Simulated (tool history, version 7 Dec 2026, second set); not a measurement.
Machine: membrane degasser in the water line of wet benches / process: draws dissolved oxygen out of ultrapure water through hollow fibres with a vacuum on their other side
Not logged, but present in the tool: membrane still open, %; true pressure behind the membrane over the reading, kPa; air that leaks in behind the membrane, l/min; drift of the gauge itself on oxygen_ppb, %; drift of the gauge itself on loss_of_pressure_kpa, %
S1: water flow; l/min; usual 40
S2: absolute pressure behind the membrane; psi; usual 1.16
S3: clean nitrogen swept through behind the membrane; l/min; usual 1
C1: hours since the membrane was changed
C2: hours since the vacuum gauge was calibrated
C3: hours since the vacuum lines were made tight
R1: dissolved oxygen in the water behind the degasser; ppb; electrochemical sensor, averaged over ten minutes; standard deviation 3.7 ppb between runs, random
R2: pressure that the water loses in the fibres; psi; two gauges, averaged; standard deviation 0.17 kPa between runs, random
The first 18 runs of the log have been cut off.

run    hour  S1     S2    S3    C1    C2    C3      R1     R2
 19   774.3  61  2.279  0.59  2256  5655  9156  1800.8  6.647
 20   800.3  61  2.279  0.59  2282  5681  9182  1753.9  6.577
 21   849.1  32   1.16  0.48  2331  5730  9231   584.9  3.482
        854  -- vacuum gauge calibrated
 22   908.6  46   1.16  1.51  2390    55  9289   345.7  5.065
 23   941.6  61  1.761  1.51  2423    88  9322   747.5  6.664
 24   968.6  61  1.761  1.51  2450   115  9349   744.5  6.669
 25  1003.7  61  1.761  1.51  2485   150  9385   725.4  6.609
 26  1033.5  26   0.97     1  2515   180  9414     221  2.856
 27  1072.6  40  2.715     1  2554   219  9454  1142.9  4.366
 28  1123.4  58  2.541  0.43  2604   269  9504  2217.5  6.311
     1135.9  -- vacuum gauge calibrated, once more
 29  1156.7  44  1.432     1  2637    21  9537   560.9  4.793
 30    1183  40  1.478  0.49  2664    47  9563   906.5   4.38
 31  1232.2  40  1.478  0.49  2713    96  9613   889.6  4.318

Alternative continuations, all from the tool just after run 31; predict every row:
  A  1277.5  38   2.16  0.49  2758  142  9658   ?   ?
  B  1277.5  49   1.16     1  2758  142  9658   ?   ?
  C  1277.5  40  2.891  0.43  2758  142  9658   ?   ?
  D  1277.5  60  1.803  0.63  2758  142  9658   ?   ?

run      R1     R2
  A  1337.4  4.131
  B   456.5  5.348
  C  2048.3  4.377
  D  1302.1  6.553
Stripped of hidden state, with their random variation kept, the same runs would have yielded:
run      R1     R2
  A  1338.2   4.07
  B   453.6  5.269
  C  2051.2  4.313
  D  1300.7  6.457
